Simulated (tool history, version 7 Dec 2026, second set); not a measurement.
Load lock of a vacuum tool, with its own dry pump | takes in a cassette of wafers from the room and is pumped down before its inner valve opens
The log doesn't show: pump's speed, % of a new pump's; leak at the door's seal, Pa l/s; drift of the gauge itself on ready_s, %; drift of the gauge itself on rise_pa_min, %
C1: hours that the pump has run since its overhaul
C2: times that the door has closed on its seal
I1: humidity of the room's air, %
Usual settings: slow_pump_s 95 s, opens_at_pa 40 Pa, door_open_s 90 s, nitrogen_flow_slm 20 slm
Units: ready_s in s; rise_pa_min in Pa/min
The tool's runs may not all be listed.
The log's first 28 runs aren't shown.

{"run": 29, "hour": 2232.2, "slow_pump_s": 70, "opens_at_pa": 68, "door_open_s": 204, "nitrogen_flow_slm": 14, "C1": 9268, "C2": 5022, "I1": 44.3, "ready_s": 128.7, "rise_pa_min": 0.049}
{"run": 30, "hour": 2280.7, "slow_pump_s": 95, "opens_at_pa": 63, "door_open_s": 90, "nitrogen_flow_slm": 8, "C1": 9317, "C2": 5075, "I1": 47.7, "ready_s": 153.4, "rise_pa_min": 0.033}
{"run": 31, "hour": 2358.8, "slow_pump_s": 95, "opens_at_pa": 40, "door_open_s": 90, "nitrogen_flow_slm": 20, "C1": 9395, "C2": 5160, "I1": 45.6, "ready_s": 153.7, "rise_pa_min": 0.03}
{"run": 32, "hour": 2449.8, "slow_pump_s": 95, "opens_at_pa": 40, "door_open_s": 90, "nitrogen_flow_slm": 37, "C1": 9486, "C2": 5258, "I1": 43.2, "ready_s": 156.8, "rise_pa_min": 0.014}
{"run": 33, "hour": 2554.7, "slow_pump_s": 95, "opens_at_pa": 40, "door_open_s": 97, "nitrogen_flow_slm": 20, "C1": 9591, "C2": 5372, "I1": 41.1, "ready_s": 155, "rise_pa_min": 0.024}
{"run": 34, "hour": 2651.6, "slow_pump_s": 95, "opens_at_pa": 40, "door_open_s": 42, "nitrogen_flow_slm": 23, "C1": 9688, "C2": 5477, "I1": 48.8, "ready_s": 155.7, "rise_pa_min": 0.023}
{"run": 35, "hour": 2702.4, "slow_pump_s": 95, "opens_at_pa": 40, "door_open_s": 42, "nitrogen_flow_slm": 23, "C1": 9738, "C2": 5532, "I1": 41.8, "ready_s": 155.2, "rise_pa_min": 0.016}
{"run": 36, "hour": 2796.3, "slow_pump_s": 87, "opens_at_pa": 73, "door_open_s": 72, "nitrogen_flow_slm": 11, "C1": 9832, "C2": 5633, "I1": 42.4, "ready_s": 143.5, "rise_pa_min": 0.028}

Forecast each of these 3 alternatives for the next run:
{"run": "A", "hour": 2889.9, "slow_pump_s": 56, "opens_at_pa": 40, "door_open_s": 90, "nitrogen_flow_slm": 18, "C1": 9926, "C2": 5735, "I1": 42.5, "ready_s": "?", "rise_pa_min": "?"}
{"run": "B", "hour": 2889.9, "slow_pump_s": 87, "opens_at_pa": 65, "door_open_s": 164, "nitrogen_flow_slm": 45, "C1": 9926, "C2": 5735, "I1": 46.7, "ready_s": "?", "rise_pa_min": "?"}
{"run": "C", "hour": 2889.9, "slow_pump_s": 95, "opens_at_pa": 31, "door_open_s": 90, "nitrogen_flow_slm": 15, "C1": 9926, "C2": 5735, "I1": 42.2, "ready_s": "?", "rise_pa_min": "?"}

run=A ready_s=123.4 rise_pa_min=0.027
run=B ready_s=143.6 rise_pa_min=0.023
run=C ready_s=158.5 rise_pa_min=0.029
Without the tool's hidden state the same runs would have given:
run=A ready_s=117.5 rise_pa_min=0.018
run=B ready_s=138.6 rise_pa_min=0.013
run=C ready_s=153 rise_pa_min=0.019

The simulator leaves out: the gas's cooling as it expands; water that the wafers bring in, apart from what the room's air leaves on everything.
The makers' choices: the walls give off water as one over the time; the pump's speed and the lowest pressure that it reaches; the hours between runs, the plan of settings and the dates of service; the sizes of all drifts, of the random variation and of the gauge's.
